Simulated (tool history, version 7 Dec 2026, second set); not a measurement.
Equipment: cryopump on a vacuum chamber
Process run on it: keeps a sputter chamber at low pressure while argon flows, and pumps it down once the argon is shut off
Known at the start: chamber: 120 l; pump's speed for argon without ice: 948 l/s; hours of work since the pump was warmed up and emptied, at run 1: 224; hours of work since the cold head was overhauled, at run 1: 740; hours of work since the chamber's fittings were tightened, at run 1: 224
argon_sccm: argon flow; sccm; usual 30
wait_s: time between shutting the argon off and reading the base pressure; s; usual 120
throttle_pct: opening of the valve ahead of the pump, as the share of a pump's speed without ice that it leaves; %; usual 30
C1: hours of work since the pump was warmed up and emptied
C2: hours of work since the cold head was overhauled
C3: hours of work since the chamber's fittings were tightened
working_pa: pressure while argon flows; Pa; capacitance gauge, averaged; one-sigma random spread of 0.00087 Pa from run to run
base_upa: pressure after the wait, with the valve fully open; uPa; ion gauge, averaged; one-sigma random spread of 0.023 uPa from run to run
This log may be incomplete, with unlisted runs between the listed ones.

Run 1, hour 0: usual settings; C1 224; C2 740; C3 224. Result: working_pa 0.186 Pa, base_upa 1.05 uPa.
Run 2, hour 27.3: usual settings; C1 240; C2 756; C3 240. Result: working_pa 0.1877 Pa, base_upa 1.09 uPa.
Run 3, hour 49.9: usual settings; C1 254; C2 770; C3 254. Result: working_pa 0.1891 Pa, base_upa 1.14 uPa.
Run 4, hour 64.1: usual settings; C1 262; C2 778; C3 262. Result: working_pa 0.1871 Pa, base_upa 1.07 uPa.
Run 5, hour 90.1: usual settings; C1 278; C2 794; C3 278. Result: working_pa 0.1889 Pa, base_upa 1.18 uPa.
Run 6, hour 122.2: usual settings but throttle_pct 19 %; C1 297; C2 813; C3 297. Result: working_pa 0.2922 Pa, base_upa 1.28 uPa.
Run 7, hour 145.8: usual settings but throttle_pct 19 %; C1 311; C2 828; C3 311. Result: working_pa 0.293 Pa, base_upa 1.28 uPa.
Run 8, hour 174.1: usual settings; C1 328; C2 845; C3 328. Result: working_pa 0.1909 Pa, base_upa 1.27 uPa.
Run 9, hour 196.3: usual settings; C1 342; C2 858; C3 342. Result: working_pa 0.1902 Pa, base_upa 1.33 uPa.
Run 10, hour 219.5: usual settings but argon_sccm 46 sccm, wait_s 28 s, throttle_pct 32 %; C1 355; C2 872; C3 355. Result: working_pa 0.276 Pa, base_upa 2.55 uPa.
Run 11, hour 235.9: usual settings but argon_sccm 46 sccm, wait_s 28 s, throttle_pct 32 %; C1 365; C2 882; C3 365. Result: working_pa 0.2782 Pa, base_upa 2.53 uPa.
Run 12, hour 257.9: usual settings but argon_sccm 46 sccm, wait_s 28 s, throttle_pct 32 %; C1 379; C2 895; C3 379. Result: working_pa 0.2753 Pa, base_upa 2.61 uPa.
Run 13, hour 285.7: usual settings but argon_sccm 31 sccm, wait_s 28 s, throttle_pct 32 %; C1 395; C2 912; C3 395. Result: working_pa 0.1871 Pa, base_upa 2.68 uPa.
Run 14, hour 311.8: usual settings but wait_s 30 s, throttle_pct 23 %; C1 411; C2 927; C3 411. Result: working_pa 0.2469 Pa, base_upa 2.61 uPa.
Run 15, hour 341.1: usual settings but argon_sccm 34 sccm; C1 429; C2 945; C3 429. Result: working_pa 0.2184 Pa, base_upa 1.54 uPa.
Run 16, hour 364.2: usual settings but argon_sccm 34 sccm; C1 442; C2 959; C3 442. Result: working_pa 0.2234 Pa, base_upa 1.52 uPa.
Run 17, hour 382.3: usual settings but argon_sccm 20 sccm, wait_s 70 s; C1 453; C2 970; C3 453. Result: working_pa 0.1308 Pa, base_upa 1.81 uPa.

Alternative continuations, all from the tool just after run 17; predict every row:
Run A, hour 410.7: usual settings but throttle_pct 18 %; C1 470; C2 987; C3 470. Result: working_pa ?, base_upa ?.
Run B, hour 410.7: usual settings but wait_s 191 s; C1 470; C2 987; C3 470. Result: working_pa ?, base_upa ?.
Run C, hour 410.7: usual settings but wait_s 73 s, throttle_pct 31 %; C1 470; C2 987; C3 470. Result: working_pa ?, base_upa ?.
Run D, hour 410.7: usual settings but argon_sccm 18 sccm, wait_s 34 s, throttle_pct 22 %; C1 470; C2 987; C3 470. Result: working_pa ?, base_upa ?.
Run E, hour 410.7: usual settings but argon_sccm 20 sccm, wait_s 70 s, throttle_pct 26 %; C1 470; C2 987; C3 470. Result: working_pa ?, base_upa ?.

run  working_pa  base_upa
  A      0.3148      1.65
  B      0.1978      1.44
  C      0.1915      1.85
  D      0.1571      2.61
  E      0.1492      1.78
With no hidden state in the tool, these same runs would have given:
run  working_pa  base_upa
  A      0.2967      0.74
  B      0.1796      0.54
  C      0.1734      0.94
  D      0.1463      1.69
  E      0.1372       0.9
